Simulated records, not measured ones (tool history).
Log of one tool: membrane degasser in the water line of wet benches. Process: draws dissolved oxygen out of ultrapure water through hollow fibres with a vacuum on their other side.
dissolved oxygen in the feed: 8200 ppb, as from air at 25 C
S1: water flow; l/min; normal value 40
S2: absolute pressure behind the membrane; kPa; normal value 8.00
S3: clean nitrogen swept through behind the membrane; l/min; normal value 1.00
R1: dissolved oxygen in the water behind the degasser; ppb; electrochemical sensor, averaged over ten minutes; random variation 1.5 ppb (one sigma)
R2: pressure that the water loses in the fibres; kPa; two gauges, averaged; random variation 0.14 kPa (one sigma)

run	hour	S1	S2	S3	R1	R2
1	0.0	40	8.00	1.00	403.9	26.70
2	92.1	40	8.00	1.00	408.0	26.83
3	189.6	40	8.00	1.00	405.9	26.74
4	356.1	40	8.00	1.00	406.5	26.85
5	475.4	40	8.00	1.00	406.1	26.94
6	595.3	40	8.00	1.00	410.0	26.98
7	742.5	40	8.00	0.42	720.7	27.01
8	920.5	40	8.00	0.42	723.1	26.91
9	1041.5	40	8.00	1.00	408.3	26.59
10	1188.3	40	5.89	1.00	249.4	26.57
11	1331.3	40	8.00	1.00	409.8	27.16
12	1446.2	40	8.00	1.00	408.0	26.83
13	1626.2	40	8.00	1.00	410.4	26.67
# hour 1645.4: vacuum gauge calibrated
14	1778.3	40	8.00	1.00	409.7	26.96
15	1972.9	40	8.00	0.55	616.7	27.07
16	2082.3	40	8.00	0.55	613.4	26.96
# hour 2201.8: vacuum gauge calibrated, once more
17	2243.9	40	8.00	1.00	399.7	26.96
18	2331.2	53	9.15	1.61	449.3	35.45
19	2511.2	27	8.00	2.45	135.0	18.19
20	2720.5	27	8.00	2.45	135.1	18.22
21	2809.7	61	11.14	2.74	450.8	41.03
22	2958.7	41	17.58	0.45	1797.1	27.57
23	3172.3	26	9.46	0.70	465.8	17.53
24	3282.3	49	19.50	1.90	882.6	33.05
25	3383.7	42	9.48	1.90	332.6	28.24
26	3513.8	40	13.98	0.46	1366.3	27.05
27	3611.5	62	17.20	0.43	2254.3	41.91
28	3726.1	62	17.20	0.43	2279.0	41.79
29	3818.0	62	17.20	0.43	2266.2	41.82
30	3995.0	30	5.13	1.64	95.8	20.23
31	4184.1	30	5.13	1.64	96.5	20.22
32	4319.5	30	5.13	1.64	96.6	20.18
33	4530.0	44	5.13	0.73	253.9	29.89

Consider 3 possible next runs. They are alternatives, not a sequence: every one starts from the tool as it was left by run 33. What does each give?
A	4621.8	44	6.86	2.18	?	?
B	4621.8	39	17.67	0.65	?	?
C	4621.8	40	8.00	1.67	?	?

run	R1	R2
A	204.4	29.93
B	1400.4	26.53
C	278.0	27.35
With the hidden condition removed and each run's random variation left untouched, the same runs would have given:
run	R1	R2
A	196.4	29.20
B	1393.9	25.89
C	270.4	26.68
